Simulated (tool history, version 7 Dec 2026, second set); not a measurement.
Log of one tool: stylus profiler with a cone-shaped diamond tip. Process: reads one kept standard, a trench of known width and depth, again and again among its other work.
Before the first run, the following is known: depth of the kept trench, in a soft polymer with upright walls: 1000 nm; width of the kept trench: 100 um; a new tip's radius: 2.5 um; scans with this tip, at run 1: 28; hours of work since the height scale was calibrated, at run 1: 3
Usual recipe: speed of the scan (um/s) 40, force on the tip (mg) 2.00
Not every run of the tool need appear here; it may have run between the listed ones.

| run | hour | speed of the scan (um/s) | force on the tip (mg) | scans with this tip | hours of work since the height scale was calibrated | depth of the trench (nm) | width of the trench's floor (nm) |
|---|---|---|---|---|---|---|---|
| 1 | 0.0 | 40 | 2.00 | 28 | 3 | 1008.57 | 95720 |
| 2 | 64.7 | 40 | 1.50 | 362 | 34 | 1006.89 | 95680 |
| 3 | 144.3 | 40 | 1.50 | 771 | 72 | 1006.74 | 95590 |
| 4 | 195.9 | 40 | 1.50 | 1037 | 97 | 1006.46 | 95570 |
| 5 | 236.9 | 19 | 1.50 | 1248 | 117 | 1006.69 | 95660 |
| 6 | 293.4 | 19 | 1.50 | 1540 | 144 | 1006.58 | 95660 |
| 7 | 364.8 | 40 | 2.08 | 1908 | 179 | 1008.16 | 95490 |
| 8 | 440.2 | 40 | 2.00 | 2296 | 215 | 1007.75 | 95470 |
| 9 | 520.9 | 40 | 0.82 | 2712 | 254 | 1003.13 | 95290 |
| 10 | 572.3 | 87 | 0.82 | 2977 | 279 | 1003.21 | 94940 |
| 11 | 631.7 | 40 | 1.88 | 3282 | 307 | 1007.37 | 95340 |
| 12 | 707.3 | 16 | 2.00 | 3672 | 344 | 1007.01 | 95430 |
| 13 | 751.4 | 16 | 2.00 | 3899 | 365 | 1006.89 | 95390 |
| 14 | 787.6 | 40 | 1.07 | 4086 | 382 | 1004.25 | 95180 |
| 15 | 841.3 | 40 | 1.07 | 4362 | 408 | 1003.79 | 95100 |
| 16 | 895.6 | 40 | 1.07 | 4642 | 435 | 1003.48 | 95090 |
| 17 | 958.0 | 15 | 2.00 | 4964 | 465 | 1006.55 | 95310 |
| 18 | 996.0 | 40 | 2.00 | 5159 | 483 | 1006.52 | 95130 |
|  | 1002.7 | height scale calibrated on a step standard |
| 19 | 1029.3 | 40 | 2.00 | 5329 | 13 | 1006.06 | 95120 |
| 20 | 1077.7 | 40 | 2.00 | 5578 | 36 | 1006.09 | 95090 |
| 21 | 1143.7 | 40 | 2.00 | 5918 | 68 | 1006.21 | 95040 |
| 22 | 1182.4 | 40 | 2.00 | 6117 | 87 | 1006.03 | 95070 |
| 23 | 1221.1 | 40 | 2.00 | 6316 | 105 | 1005.83 | 95060 |
| 24 | 1269.0 | 40 | 2.00 | 6563 | 128 | 1005.36 | 95000 |
| 25 | 1315.8 | 40 | 2.00 | 6804 | 151 | 1005.99 | 95020 |
| 26 | 1360.9 | 31 | 0.85 | 7036 | 173 | 1001.59 | 94950 |
|  | 1397.5 | height scale calibrated on a step standard, once more |
| 27 | 1409.2 | 87 | 4.12 | 7283 | 6 | 1013.94 | 94820 |
| 28 | 1450.5 | 87 | 4.12 | 7496 | 26 | 1014.34 | 94840 |
| 29 | 1513.9 | 87 | 4.12 | 7822 | 56 | 1013.88 | 94770 |
| 30 | 1589.1 | 116 | 1.27 | 8209 | 92 | 1006.08 | 94290 |
| 31 | 1624.2 | 21 | 2.52 | 8391 | 109 | 1009.77 | 94890 |
| 32 | 1684.2 | 13 | 1.99 | 8700 | 138 | 1007.70 | 94900 |
| 33 | 1721.7 | 132 | 0.80 | 8893 | 156 | 1003.75 | 94010 |
| 34 | 1792.6 | 132 | 0.80 | 9258 | 191 | 1004.30 | 93920 |
| 35 | 1843.0 | 111 | 1.63 | 9518 | 215 | 1006.67 | 94330 |
| 36 | 1894.1 | 70 | 0.71 | 9781 | 239 | 1003.09 | 94290 |
| 37 | 1947.5 | 12 | 3.99 | 10056 | 265 | 1012.50 | 94820 |
| 38 | 2026.6 | 66 | 2.00 | 10464 | 303 | 1007.35 | 94540 |
| 39 | 2099.0 | 66 | 2.00 | 10837 | 338 | 1007.08 | 94450 |
| 40 | 2155.9 | 153 | 3.89 | 11130 | 366 | 1012.31 | 94200 |
| 41 | 2213.6 | 153 | 3.89 | 11427 | 394 | 1011.91 | 94220 |

What if the next run were any one of these 3? Each begins from the tool's condition after run 41:
| A | 2247.3 | 45 | 1.85 | 11601 | 410 | ? | ? |
| B | 2247.3 | 40 | 4.76 | 11601 | 410 | ? | ? |
| C | 2247.3 | 111 | 1.34 | 11601 | 410 | ? | ? |

| run | depth of the trench (nm) | width of the trench's floor (nm) |
|---|---|---|
| A | 1006.26 | 94440 |
| B | 1013.36 | 94610 |
| C | 1004.75 | 94130 |
Stripped of hidden state, with their random variation kept, the same runs would have yielded:
| run | depth of the trench (nm) | width of the trench's floor (nm) |
|---|---|---|
| A | 1008.16 | 95740 |
| B | 1015.26 | 95910 |
| C | 1006.64 | 95430 |
